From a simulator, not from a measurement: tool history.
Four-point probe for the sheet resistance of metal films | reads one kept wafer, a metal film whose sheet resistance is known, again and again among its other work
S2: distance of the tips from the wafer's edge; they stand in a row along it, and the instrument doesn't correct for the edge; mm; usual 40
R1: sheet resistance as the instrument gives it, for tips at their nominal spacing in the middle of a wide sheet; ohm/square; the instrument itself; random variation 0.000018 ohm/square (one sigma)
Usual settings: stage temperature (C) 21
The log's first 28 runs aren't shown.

run 29 day=41.283 | stage_temperature_(C)=22 S2=9 | R1=0.092017
run 30 day=42.488 | stage_temperature_(C)=23 S2=26 | R1=0.091186
run 31 day=43.850 | stage_temperature_(C)=30 S2=15 | R1=0.091212
run 32 day=45.500 | stage_temperature_(C)=30 S2=15 | R1=0.091244
-- day=46.575 new probe head fitted
run 33 day=46.912 | stage_temperature_(C)=25 S2=37 | R1=0.091806
run 34 day=48.871 | stage_temperature_(C)=19 S2=35 | R1=0.091960
run 35 day=49.717 | stage_temperature_(C)=35 S2=5 | R1=0.094541
run 36 day=51.746 | stage_temperature_(C)=28 S2=6 | R1=0.093822
run 37 day=53.138 | stage_temperature_(C)=28 S2=6 | R1=0.093789
run 38 day=54.050 | stage_temperature_(C)=22 S2=7 | R1=0.093391
run 39 day=55.100 | stage_temperature_(C)=22 S2=7 | R1=0.093321
run 40 day=56.083 | stage_temperature_(C)=19 S2=22 | R1=0.092012
run 41 day=58.121 | stage_temperature_(C)=19 S2=22 | R1=0.091969
run 42 day=60.212 | stage_temperature_(C)=27 S2=75 | R1=0.091603
run 43 day=61.908 | stage_temperature_(C)=20 S2=39 | R1=0.091828
run 44 day=63.733 | stage_temperature_(C)=22 S2=61 | R1=0.091710

4 ways to go on from here, each from the tool as it stands after run 44. What would each give?
run A day=65.538 | stage_temperature_(C)=20 S2=32 | R1=?
run B day=65.538 | stage_temperature_(C)=28 S2=21 | R1=?
run C day=65.538 | stage_temperature_(C)=22 S2=29 | R1=?
run D day=65.538 | stage_temperature_(C)=24 S2=40 | R1=?

run=A R1=0.091815
run=B R1=0.091686
run=C R1=0.091754
run=D R1=0.091673
Without the tool's hidden state the same runs would have given:
run=A R1=0.091765
run=B R1=0.091636
run=C R1=0.091704
run=D R1=0.091622
